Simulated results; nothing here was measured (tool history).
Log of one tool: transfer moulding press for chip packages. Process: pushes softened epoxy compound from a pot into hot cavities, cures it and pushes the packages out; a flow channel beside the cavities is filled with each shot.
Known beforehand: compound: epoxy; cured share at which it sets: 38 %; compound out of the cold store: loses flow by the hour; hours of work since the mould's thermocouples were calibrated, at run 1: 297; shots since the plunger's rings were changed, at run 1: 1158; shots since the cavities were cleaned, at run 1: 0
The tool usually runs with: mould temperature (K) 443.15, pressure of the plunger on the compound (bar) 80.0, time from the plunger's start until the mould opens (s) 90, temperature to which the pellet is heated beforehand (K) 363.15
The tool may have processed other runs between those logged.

run,hour,mould temperature (K),pressure of the plunger on the compound (bar),time from the plunger's start until the mould opens (s),temperature to which the pellet is heated beforehand (K),hours of work since the mould's thermocouples were calibrated,shots since the plunger's rings were changed,shots since the cavities were cleaned,incoming compound's hours out of the cold store,length that the compound runs in the flow channel (mm),greatest force on the pins that push the packages out (N)
1,0.0,443.15,80.0,90,363.15,297,1158,0,37.1,796,490
2,16.1,443.15,80.0,90,363.15,307,1352,194,36.7,801,759
3,28.0,443.15,80.0,90,363.15,314,1496,338,24.6,847,879
4,37.7,443.15,80.0,90,363.15,320,1613,455,26.6,846,955
5,48.6,443.15,80.0,90,364.15,327,1745,587,46.5,759,922
# hour 60.0: cavities cleaned with cleaning compound and waxed
6,65.2,443.15,80.0,80,364.15,337,1928,64,21.7,854,773
7,72.7,443.15,80.0,90,363.15,341,2018,154,41.7,785,695
8,85.5,443.15,80.0,90,363.15,349,2173,309,22.0,851,883
9,96.1,443.15,80.0,90,363.15,356,2300,436,16.0,871,925
10,106.0,443.15,80.0,90,363.15,362,2420,556,26.5,818,1009
# hour 119.4: cavities cleaned with cleaning compound and waxed
11,122.8,437.15,74.3,83,369.15,371,2605,41,12.9,869,1039
12,132.2,447.15,74.3,75,362.15,377,2719,155,11.0,832,862
13,147.8,447.15,85.5,76,362.15,387,2907,343,27.3,845,1004
14,156.3,442.15,84.7,75,361.15,392,3010,446,17.8,881,1657
15,168.1,443.15,80.0,90,363.15,399,3152,588,41.7,781,967
# hour 179.3: cavities cleaned with cleaning compound and waxed
16,183.6,443.15,80.0,119,364.15,408,3322,52,25.1,838,450
17,191.8,437.15,97.6,94,363.15,413,3420,150,30.3,916,960
18,205.9,443.15,78.7,75,373.15,422,3591,321,31.1,783,1223
19,221.2,448.15,78.7,75,373.15,432,3776,506,34.2,771,994

Each row is a separate what-if for the run after 19, all from the same tool condition, not one after another. Results?
A,236.0,443.15,73.0,112,363.15,441,3955,685,46.2,?,?
B,236.0,439.15,79.2,75,366.15,441,3955,685,19.0,?,?
C,236.0,448.15,84.4,75,373.15,441,3955,685,39.9,?,?
D,236.0,450.15,78.7,126,373.15,441,3955,685,28.7,?,?

run,length that the compound runs in the flow channel (mm),greatest force on the pins that push the packages out (N)
A,708,731
B,853,2060
C,763,996
D,786,717
With the hidden condition removed and each run's random variation left untouched, the same runs would have given:
run,length that the compound runs in the flow channel (mm),greatest force on the pins that push the packages out (N)
A,748,348
B,901,1020
C,806,491
D,830,341

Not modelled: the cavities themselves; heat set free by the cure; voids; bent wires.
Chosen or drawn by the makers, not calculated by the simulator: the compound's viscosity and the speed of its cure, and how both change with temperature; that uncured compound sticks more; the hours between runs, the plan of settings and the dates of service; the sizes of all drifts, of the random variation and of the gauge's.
